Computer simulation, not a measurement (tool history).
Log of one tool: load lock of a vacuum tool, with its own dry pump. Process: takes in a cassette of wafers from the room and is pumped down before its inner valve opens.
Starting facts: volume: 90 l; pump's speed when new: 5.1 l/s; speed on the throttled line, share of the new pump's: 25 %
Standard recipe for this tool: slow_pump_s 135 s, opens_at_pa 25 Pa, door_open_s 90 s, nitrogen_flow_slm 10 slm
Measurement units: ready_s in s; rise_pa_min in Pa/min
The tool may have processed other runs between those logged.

run   hour  slow_pump_s  opens_at_pa  door_open_s  nitrogen_flow_slm  incoming humidity of the room's air, %  ready_s  rise_pa_min
  1      0          135           25           90                 10                                    39.3    257.1        0.042
  2   69.6          135           25           90                 10                                    41.2    260.3         0.04
  3    147          135           25           90                 10                                    46.2    260.5        0.047
  4  252.8          117           25           90                 10                                    45.4    246.2        0.054
  5  356.1          135           25           90                 26                                    38.8    258.9        0.029
  6  414.2          135           25           90                 10                                    45.6    259.5        0.045
  7    485          135           25           90                  6                                    49.8    259.4        0.057
  8    540          135           25           90                  6                                    43.8    261.9        0.045
  9  611.5          135           45           90                 10                                    44.7    248.1         0.05
 10  671.6          135           45           90                 10                                      44    247.7         0.05
 11  723.1          135           25           90                 10                                    44.9    263.6        0.043
 12  802.6          135           31           90                 10                                      41    257.1        0.046
 13  900.4          135           31           90                 10                                    41.5    256.9        0.046
 14  988.7          135           31           90                 10                                    47.7    255.2        0.051

Estimate the outcome of run 15 from the log above:
 15  1048.7          135           31           90                 10                                    44.2        ?            ?

For run 15 the tool returned ready_s 258.7 s, rise_pa_min 0.045 Pa/min.
Had the tool carried no hidden state, the very same run would have given ready_s 247.8 s, rise_pa_min 0.035 Pa/min.
